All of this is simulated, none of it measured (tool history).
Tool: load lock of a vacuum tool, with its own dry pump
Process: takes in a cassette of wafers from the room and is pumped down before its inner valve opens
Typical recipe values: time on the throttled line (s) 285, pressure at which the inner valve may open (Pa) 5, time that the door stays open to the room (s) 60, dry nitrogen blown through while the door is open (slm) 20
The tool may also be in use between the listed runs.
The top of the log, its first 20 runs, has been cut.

run    hour  time on the throttled line (s)  pressure at which the inner valve may open (Pa)  time that the door stays open to the room (s)  dry nitrogen blown through while the door is open (slm)  incoming humidity of the room's air, %  time from the closed door until the inner valve may open (s)  rise of the pressure with all valves shut (Pa/min)
 21  5676.1                             285                                                5                                             48                                                       20                                    48.9                                                         396.7                                               0.216
 22  5974.0                             338                                                5                                             60                                                       41                                    45.2                                                         449.0                                               0.224
 23  6250.6                             338                                                5                                             60                                                       41                                    44.7                                                         447.5                                               0.224
 24  6417.8                             285                                                5                                             32                                                       20                                    45.0                                                         400.5                                               0.245
 25  6627.6                             285                                                5                                             32                                                       20                                    40.7                                                         399.0                                               0.264
 26  6859.2                             285                                                5                                             32                                                       20                                    47.6                                                         400.8                                               0.268
 27  7132.9                             155                                                5                                             60                                                       20                                    42.2                                                         285.3                                               0.290
 28  7282.3                             285                                                5                                            106                                                       11                                    46.0                                                         400.2                                               0.332
 29  7586.1                             212                                                6                                             60                                                       25                                    46.9                                                         333.5                                               0.328
 30  7933.9                             285                                                4                                            162                                                       20                                    45.2                                                         403.6                                               0.377
 31  8244.1                             315                                                8                                            119                                                       31                                    45.0                                                         417.3                                               0.368
 32  8478.6                             285                                                5                                             60                                                       15                                    40.1                                                         400.5                                               0.375
 33  8843.0                             285                                                5                                             60                                                       15                                    44.6                                                         401.1                                               0.408
 34  9056.2                             285                                                5                                             60                                                       15                                    44.0                                                         404.7                                               0.419
 35  9298.6                             285                                                5                                             60                                                       22                                    45.5                                                         402.9                                               0.435
 36  9635.3                             285                                                5                                             46                                                       20                                    45.4                                                         405.0                                               0.447
 37  9796.3                             174                                                5                                             60                                                       20                                    47.0                                                         307.1                                               0.473

Predict each of these 4 candidate next runs independently; none follows another, all start after run 37:
  A  9958.8                             285                                                5                                             40                                                       20                                    42.2                                                             ?                                                   ?
  B  9958.8                             174                                                6                                             60                                                       14                                    44.3                                                             ?                                                   ?
  C  9958.8                             174                                                5                                            181                                                       20                                    44.2                                                             ?                                                   ?
  D  9958.8                             165                                                9                                             79                                                       20                                    44.5                                                             ?                                                   ?

run  time from the closed door until the inner valve may open (s)  rise of the pressure with all valves shut (Pa/min)
  A                                                         403.7                                               0.476
  B                                                         303.0                                               0.489
  C                                                         307.9                                               0.513
  D                                                         289.1                                               0.496
Stripped of hidden state, with their random variation kept, the same runs would have yielded:
run  time from the closed door until the inner valve may open (s)  rise of the pressure with all valves shut (Pa/min)
  A                                                         387.9                                               0.023
  B                                                         285.9                                               0.037
  C                                                         290.2                                               0.061
  D                                                         272.6                                               0.039

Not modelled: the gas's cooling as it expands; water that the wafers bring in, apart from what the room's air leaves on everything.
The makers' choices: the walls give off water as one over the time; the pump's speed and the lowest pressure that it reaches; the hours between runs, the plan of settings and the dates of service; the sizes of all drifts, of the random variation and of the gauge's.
